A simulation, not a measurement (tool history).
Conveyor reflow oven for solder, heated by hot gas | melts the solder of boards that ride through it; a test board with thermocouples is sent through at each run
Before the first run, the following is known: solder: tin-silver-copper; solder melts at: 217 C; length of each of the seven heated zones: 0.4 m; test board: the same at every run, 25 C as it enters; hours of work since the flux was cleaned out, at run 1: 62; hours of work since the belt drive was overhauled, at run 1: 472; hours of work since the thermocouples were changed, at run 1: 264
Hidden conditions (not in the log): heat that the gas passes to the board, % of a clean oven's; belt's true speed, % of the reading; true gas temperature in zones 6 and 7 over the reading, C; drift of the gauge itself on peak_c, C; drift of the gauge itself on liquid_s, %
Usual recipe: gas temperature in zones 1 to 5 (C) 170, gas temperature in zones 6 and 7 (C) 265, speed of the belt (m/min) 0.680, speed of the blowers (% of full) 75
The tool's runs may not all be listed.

run	hour	gas temperature in zones 1 to 5 (C)	gas temperature in zones 6 and 7 (C)	speed of the belt (m/min)	speed of the blowers (% of full)	hours of work since the flux was cleaned out	hours of work since the belt drive was overhauled	hours of work since the thermocouples were changed	highest temperature of the board (C)	time above the solder's melting point (s)
1	0.0	170	265	0.680	75	62	472	264	249.7	50.0
2	15.0	170	265	0.680	75	70	480	273	249.6	49.9
3	35.8	170	265	0.680	75	81	491	284	249.7	50.3
4	45.3	170	265	0.680	75	87	496	289	249.3	50.1
5	55.6	170	265	0.680	75	92	502	295	248.9	50.0
6	65.8	170	265	0.680	75	98	508	300	249.0	49.6
7	76.2	170	265	0.680	75	103	513	306	249.0	50.3
8	88.3	170	265	0.680	75	110	520	312	248.9	50.2
9	100.8	170	265	0.680	59	117	527	319	243.2	43.6
10	113.4	170	265	0.680	59	124	534	326	243.2	43.5
11	124.7	170	265	0.680	59	130	540	332	243.3	43.5
12	137.7	170	271	0.680	59	137	547	339	248.6	47.3
13	151.8	170	265	0.680	75	145	555	347	249.0	49.5
14	163.8	158	265	0.680	75	151	561	354	246.4	44.3
# hour 169.5: belt drive overhauled, speed set with a stopwatch
15	185.8	158	265	0.680	75	161	9	364	246.8	44.5
16	197.4	170	265	0.564	75	167	15	370	253.4	66.6
17	215.7	176	265	0.680	53	177	25	380	242.3	44.1
18	230.9	170	265	0.666	56	186	34	388	241.9	44.1
19	240.9	165	276	0.617	70	191	39	394	258.9	60.9
# hour 246.8: belt drive overhauled, speed set with a stopwatch, once more
20	267.8	170	265	0.680	56	204	12	406	241.0	40.2
21	288.6	170	265	0.680	56	215	23	418	241.3	40.6
22	299.2	170	265	0.680	56	221	29	423	241.1	39.8
23	310.4	162	265	0.587	75	227	35	429	250.5	56.7
24	330.0	162	265	0.587	75	238	45	440	250.8	56.5
25	340.2	167	265	0.587	75	243	51	446	251.1	59.0
26	358.4	159	265	0.551	56	253	61	456	246.3	53.8
27	370.6	175	276	0.632	54	260	68	462	252.7	55.8
28	383.8	175	271	0.632	53	267	75	469	247.9	52.5
29	400.6	173	267	0.564	56	276	84	479	249.4	60.6
30	410.8	173	267	0.564	56	282	90	484	249.5	60.4

5 ways to go on from here, each from the tool as it stands after run 30. What would each give?
A	430.7	185	267	0.564	66	293	100	495	?	?
B	430.7	173	267	0.801	56	293	100	495	?	?
C	430.7	170	265	0.680	60	293	100	495	?	?
D	430.7	173	267	0.733	56	293	100	495	?	?
E	430.7	170	265	0.766	61	293	100	495	?	?

run	highest temperature of the board (C)	time above the solder's melting point (s)
A	254.5	70.4
B	235.3	28.0
C	241.8	41.6
D	239.1	35.9
E	237.4	31.7
Take away the tool's hidden state, keep each run's random variation, and the runs would have read:
run	highest temperature of the board (C)	time above the solder's melting point (s)
A	256.7	72.2
B	238.3	31.4
C	244.5	44.6
D	241.9	39.0
E	240.4	35.0
